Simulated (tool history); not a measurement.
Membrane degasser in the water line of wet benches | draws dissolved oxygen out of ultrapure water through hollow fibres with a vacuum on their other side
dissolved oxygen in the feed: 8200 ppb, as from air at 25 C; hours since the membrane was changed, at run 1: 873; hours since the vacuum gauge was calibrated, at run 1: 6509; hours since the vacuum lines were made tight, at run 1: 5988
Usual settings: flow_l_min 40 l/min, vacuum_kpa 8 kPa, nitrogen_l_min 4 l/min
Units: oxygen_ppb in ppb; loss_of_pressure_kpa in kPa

run     day  flow_l_min  vacuum_kpa  nitrogen_l_min  hours since the membrane was changed  hours since the vacuum gauge was calibrated  hours since the vacuum lines were made tight  oxygen_ppb  loss_of_pressure_kpa
  1       0          40           8               4                                   873                                         6509                                          5988       219.5                 63.64
  2     1.3          45           8               4                                   905                                         6541                                          6020       259.4                 72.16
  3   2.579          45           8               4                                   935                                         6571                                          6050       260.4                 71.99
  4   4.746          45           8               4                                   987                                         6623                                          6102       257.3                 71.82
  5   5.767          40        9.95               4                                  1012                                         6648                                          6127       263.6                 64.25
  6    7.65          40        9.95               4                                  1057                                         6693                                          6172       266.3                 64.36
  7   9.558          40        9.95               4                                  1103                                         6739                                          6218         263                 64.12
  8   11.65          61           8               4                                  1153                                         6789                                          6268       405.1                 97.65
  9  13.175          40       13.74               4                                  1190                                         6826                                          6305       344.6                 64.49
     13.925  -- vacuum gauge calibrated
 10  15.467          40       13.74               4                                  1244                                           37                                          6359       343.2                  63.9
 11  17.612          27           8               4                                  1295                                           88                                          6411       120.3                 43.43
 12    18.6          27           8            3.53                                  1319                                          112                                          6434       131.5                 43.39
 13  19.625          40       16.05               4                                  1344                                          137                                          6459       398.7                 63.94
 14  20.646          40       16.05               4                                  1368                                          161                                          6483       393.8                 64.06
 15  22.667          40       16.05               4                                  1417                                          210                                          6532       397.2                 63.91
 16  24.579          40       16.05               4                                  1463                                          256                                          6578       398.1                 63.75
 17  26.075          40       16.05               4                                  1499                                          292                                          6614       395.4                 64.14
 18  27.196          54        8.85               4                                  1526                                          318                                          6641         365                 87.28
 19  29.038          54        8.85               4                                  1570                                          363                                          6685       369.1                 86.89
 20  30.904          50           8            3.65                                  1615                                          407                                          6730       314.8                 80.41
 21  32.854          40       12.95            2.09                                  1661                                          454                                          6776       495.4                  64.3
 22  35.021          40       19.23            2.09                                  1713                                          506                                          6828       733.9                    64
 23  36.329          29        6.63           10.43                                  1745                                          538                                          6860        75.1                 46.12
 24  37.404          46           8            9.54                                  1770                                          563                                          6886       204.1                 73.75
 25  38.483          46           8            9.54                                  1796                                          589                                          6912       203.4                  73.9
 26   40.35          29           8            6.75                                  1841                                          634                                          6956       103.4                 46.59
 27  42.029          30       15.37            6.79                                  1882                                          674                                          6997         184                 48.06
 28  43.408          30       15.37            6.79                                  1915                                          708                                          7030       185.1                 48.07
 29  44.988          30       15.37            3.23                                  1953                                          745                                          7068       314.6                  48.1
 30  46.033          30       15.38            4.45                                  1978                                          771                                          7093       250.3                 48.11
 31  47.904          45           8            6.11                                  2023                                          815                                          7138       220.7                 71.94

How the hidden state differs across the entries between the runs, from the last listed run before each to the first after it:
Between runs 9 and 10: vacuum gauge calibrated (day 13.925)
  no hidden state differs between the two runs
